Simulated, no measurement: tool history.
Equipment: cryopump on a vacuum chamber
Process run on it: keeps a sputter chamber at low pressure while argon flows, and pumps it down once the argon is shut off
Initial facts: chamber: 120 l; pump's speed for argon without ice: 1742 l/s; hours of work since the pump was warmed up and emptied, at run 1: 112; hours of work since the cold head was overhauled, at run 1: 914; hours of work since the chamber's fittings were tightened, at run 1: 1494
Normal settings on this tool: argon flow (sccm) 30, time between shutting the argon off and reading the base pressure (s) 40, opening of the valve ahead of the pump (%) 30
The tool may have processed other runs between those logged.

| run | hour | argon flow (sccm) | time between shutting the argon off and reading the base pressure (s) | opening of the valve ahead of the pump (%) | hours of work since the pump was warmed up and emptied | hours of work since the cold head was overhauled | hours of work since the chamber's fittings were tightened | pressure while argon flows (Pa) | pressure after the wait (uPa) |
|---|---|---|---|---|---|---|---|---|---|
| 1 | 0 | 30 | 40 | 30 | 112 | 914 | 1494 | 0.0981 | 1.02 |
| 2 | 41.5 | 26 | 40 | 30 | 148 | 951 | 1530 | 0.0849 | 1.01 |
| 3 | 84.3 | 26 | 40 | 30 | 186 | 989 | 1568 | 0.0858 | 1.07 |
| 4 | 144.5 | 30 | 40 | 30 | 239 | 1042 | 1621 | 0.0995 | 1.04 |
| 5 | 207.8 | 30 | 40 | 30 | 295 | 1097 | 1677 | 0.0999 | 1.09 |
| 6 | 244.8 | 30 | 40 | 30 | 327 | 1130 | 1709 | 0.0996 | 1.12 |
| 7 | 288.3 | 30 | 40 | 30 | 365 | 1168 | 1748 | 0.101 | 1.11 |
| 8 | 357.1 | 32 | 40 | 30 | 426 | 1229 | 1808 | 0.1079 | 1.14 |
| 9 | 402.8 | 32 | 202 | 30 | 466 | 1269 | 1848 | 0.1084 | 0.67 |
| 10 | 476.6 | 15 | 40 | 30 | 531 | 1334 | 1913 | 0.0506 | 1.16 |
| 11 | 547.8 | 15 | 40 | 30 | 594 | 1397 | 1976 | 0.0512 | 1.2 |
|  | 579.7 | leaking fittings of the chamber tightened, without venting |
| 12 | 612 | 30 | 40 | 30 | 649 | 1451 | 28 | 0.1028 | 0.85 |
| 13 | 653.4 | 30 | 40 | 30 | 685 | 1488 | 65 | 0.1034 | 0.8 |
|  | 708.2 | pump warmed up, emptied and cooled again |
| 14 | 719.4 | 30 | 40 | 24 | 10 | 1541 | 119 | 0.122 | 0.79 |
| 15 | 774.5 | 30 | 40 | 30 | 58 | 1590 | 167 | 0.0979 | 0.81 |
| 16 | 837.3 | 30 | 40 | 30 | 114 | 1645 | 222 | 0.0973 | 0.85 |
| 17 | 873.7 | 30 | 40 | 30 | 146 | 1677 | 254 | 0.0983 | 0.8 |
| 18 | 919.5 | 30 | 40 | 30 | 186 | 1718 | 295 | 0.0987 | 0.88 |
| 19 | 992.4 | 30 | 40 | 30 | 250 | 1782 | 359 | 0.0996 | 0.88 |
| 20 | 1041.2 | 47 | 160 | 29 | 293 | 1825 | 402 | 0.1614 | 0.4 |
| 21 | 1095.7 | 23 | 40 | 30 | 341 | 1873 | 450 | 0.077 | 0.89 |
| 22 | 1169.7 | 23 | 40 | 30 | 406 | 1938 | 515 | 0.0776 | 0.91 |
| 23 | 1203.6 | 30 | 54 | 15 | 436 | 1968 | 545 | 0.1996 | 0.77 |
| 24 | 1252.7 | 20 | 40 | 49 | 479 | 2011 | 588 | 0.0424 | 0.95 |
| 25 | 1323.6 | 29 | 112 | 24 | 542 | 2073 | 651 | 0.123 | 0.57 |
| 26 | 1364.4 | 29 | 112 | 24 | 578 | 2109 | 686 | 0.1227 | 0.61 |
| 27 | 1438.2 | 44 | 27 | 24 | 643 | 2174 | 751 | 0.1871 | 1.26 |
| 28 | 1479.8 | 27 | 72 | 16 | 679 | 2211 | 788 | 0.1701 | 0.75 |
| 29 | 1528.2 | 30 | 72 | 16 | 722 | 2254 | 831 | 0.1873 | 0.73 |
|  | 1539.9 | pump warmed up, emptied and cooled again |
| 30 | 1572.7 | 22 | 31 | 17 | 29 | 2288 | 865 | 0.1273 | 1.12 |
| 31 | 1620.1 | 20 | 31 | 17 | 71 | 2330 | 907 | 0.1158 | 1.1 |
| 32 | 1678.7 | 41 | 143 | 47 | 122 | 2382 | 959 | 0.0866 | 0.53 |
| 33 | 1741.9 | 36 | 88 | 30 | 178 | 2437 | 1014 | 0.1204 | 0.66 |
| 34 | 1801.4 | 36 | 88 | 30 | 230 | 2490 | 1067 | 0.1195 | 0.66 |
| 35 | 1870.6 | 13 | 272 | 58 | 291 | 2551 | 1128 | 0.0239 | 0.53 |

What if the next run were any one of these 3? Each begins from the tool's condition after run 35:
| A | 1929.8 | 28 | 272 | 58 | 343 | 2603 | 1180 | ? | ? |
| B | 1929.8 | 30 | 40 | 31 | 343 | 2603 | 1180 | ? | ? |
| C | 1929.8 | 38 | 288 | 45 | 343 | 2603 | 1180 | ? | ? |

| run | pressure while argon flows (Pa) | pressure after the wait (uPa) |
|---|---|---|
| A | 0.051 | 0.51 |
| B | 0.0973 | 1.03 |
| C | 0.0871 | 0.54 |
Take away the tool's hidden state, keep each run's random variation, and the runs would have read:
| run | pressure while argon flows (Pa) | pressure after the wait (uPa) |
|---|---|---|
| A | 0.0476 | 0.24 |
| B | 0.0936 | 0.77 |
| C | 0.0824 | 0.26 |
